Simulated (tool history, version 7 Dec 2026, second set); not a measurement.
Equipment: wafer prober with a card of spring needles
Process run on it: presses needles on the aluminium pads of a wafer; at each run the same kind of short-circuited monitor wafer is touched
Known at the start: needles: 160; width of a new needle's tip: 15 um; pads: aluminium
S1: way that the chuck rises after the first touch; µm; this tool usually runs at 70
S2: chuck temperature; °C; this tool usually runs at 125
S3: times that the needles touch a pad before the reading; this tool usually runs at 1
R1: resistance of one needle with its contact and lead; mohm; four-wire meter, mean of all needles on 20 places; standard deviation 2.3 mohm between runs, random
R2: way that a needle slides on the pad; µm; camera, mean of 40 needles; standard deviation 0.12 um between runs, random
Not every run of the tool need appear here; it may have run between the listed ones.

| run | hour | S1 | S2 | S3 | R1 | R2 |
|---|---|---|---|---|---|---|
| 1 | 0.0 | 70 | 125 | 1 | 257 | 18.02 |
| 2 | 59.9 | 85 | 125 | 1 | 250 | 21.62 |
| 3 | 123.4 | 70 | 125 | 1 | 257 | 18.16 |
| 4 | 169.9 | 70 | 125 | 1 | 254 | 18.04 |
| 5 | 218.2 | 70 | 125 | 1 | 253 | 18.16 |
| 6 | 271.7 | 70 | 125 | 1 | 254 | 18.06 |
| 7 | 316.3 | 70 | 125 | 1 | 253 | 18.02 |
| 8 | 376.9 | 55 | 125 | 1 | 259 | 14.41 |
| 9 | 409.1 | 55 | 125 | 1 | 258 | 14.14 |
| 10 | 444.4 | 55 | 27 | 1 | 233 | 14.22 |
| 11 | 479.1 | 70 | 97 | 1 | 249 | 18.23 |
| 12 | 553.8 | 73 | 31 | 1 | 231 | 18.76 |
| 13 | 606.5 | 73 | 31 | 1 | 233 | 18.77 |
| 14 | 638.3 | 66 | 113 | 3 | 249 | 17.13 |
| 15 | 686.9 | 66 | 113 | 3 | 251 | 17.01 |
| 16 | 758.0 | 86 | 69 | 2 | 242 | 22.17 |
| 17 | 807.3 | 86 | 69 | 2 | 235 | 22.57 |

The log once held 23 entries between its listed runs, left out of this copy. Where does each go, and what is different about the tool's unlogged condition between the listed run before it and the listed run after it?
Runs 1 to 2: tips cleaned on abrasive film (hour 12.5); tips cleaned on abrasive film (hour 48.2)
  debris on the tips, nm: 1.8 -> 1.1; way that the needles fall short of the set height, um: 0.02 -> 0.03
Runs 2 to 3: tips cleaned on abrasive film (hour 88.4); tips cleaned on abrasive film (hour 123.4)
  debris on the tips, nm: 1.1 -> 0.2
Runs 3 to 4: tips cleaned on abrasive film (hour 163.3)
  debris on the tips, nm: 0.2 -> 0.8
Runs 4 to 5: tips cleaned on abrasive film (hour 201.7)
  debris on the tips, nm: 0.8 -> 1.4
Runs 5 to 6: tips cleaned on abrasive film (hour 237.4)
  debris on the tips, nm: 1.4 -> 1.9
Runs 6 to 7: tips cleaned on abrasive film (hour 278.4); tips cleaned on abrasive film (hour 316.3)
  debris on the tips, nm: 1.9 -> 0.2; way that the needles fall short of the set height, um: 0.03 -> 0.04
Runs 7 to 8: tips cleaned on abrasive film (hour 354.1)
  debris on the tips, nm: 0.2 -> 1.6
Runs 8 to 9: tips cleaned on abrasive film (hour 389.1)
  debris on the tips, nm: 1.6 -> 1.4
Runs 9 to 10: tips cleaned on abrasive film (hour 426.2)
  no difference in the tool's unlogged condition between these two runs
Runs 10 to 11: tips cleaned on abrasive film (hour 462.3)
  no difference in the tool's unlogged condition between these two runs
Runs 11 to 12: tips cleaned on abrasive film (hour 498.1); tips cleaned on abrasive film (hour 533.8)
  debris on the tips, nm: 1.4 -> 1.5; way that the needles fall short of the set height, um: 0.04 -> 0.05
Runs 12 to 13: height of the first contact set anew (hour 560.3); tips cleaned on abrasive film (hour 570.8); tips cleaned on abrasive film (hour 606.5)
  debris on the tips, nm: 1.5 -> 0.1; way that the needles fall short of the set height, um: 0.05 -> 0
Runs 14 to 15: tips cleaned on abrasive film (hour 644.7); tips cleaned on abrasive film (hour 680.3)
  debris on the tips, nm: 1.9 -> 0.7; way that the needles fall short of the set height, um: 0 -> 0.01; tips' diameter, um: 15.03 -> 15.04
Runs 15 to 16: tips cleaned on abrasive film (hour 717.8); tips cleaned on abrasive film (hour 754.5)
  debris on the tips, nm: 0.7 -> 0.4
Runs 16 to 17: tips cleaned on abrasive film (hour 793.4)
  debris on the tips, nm: 0.4 -> 1.1

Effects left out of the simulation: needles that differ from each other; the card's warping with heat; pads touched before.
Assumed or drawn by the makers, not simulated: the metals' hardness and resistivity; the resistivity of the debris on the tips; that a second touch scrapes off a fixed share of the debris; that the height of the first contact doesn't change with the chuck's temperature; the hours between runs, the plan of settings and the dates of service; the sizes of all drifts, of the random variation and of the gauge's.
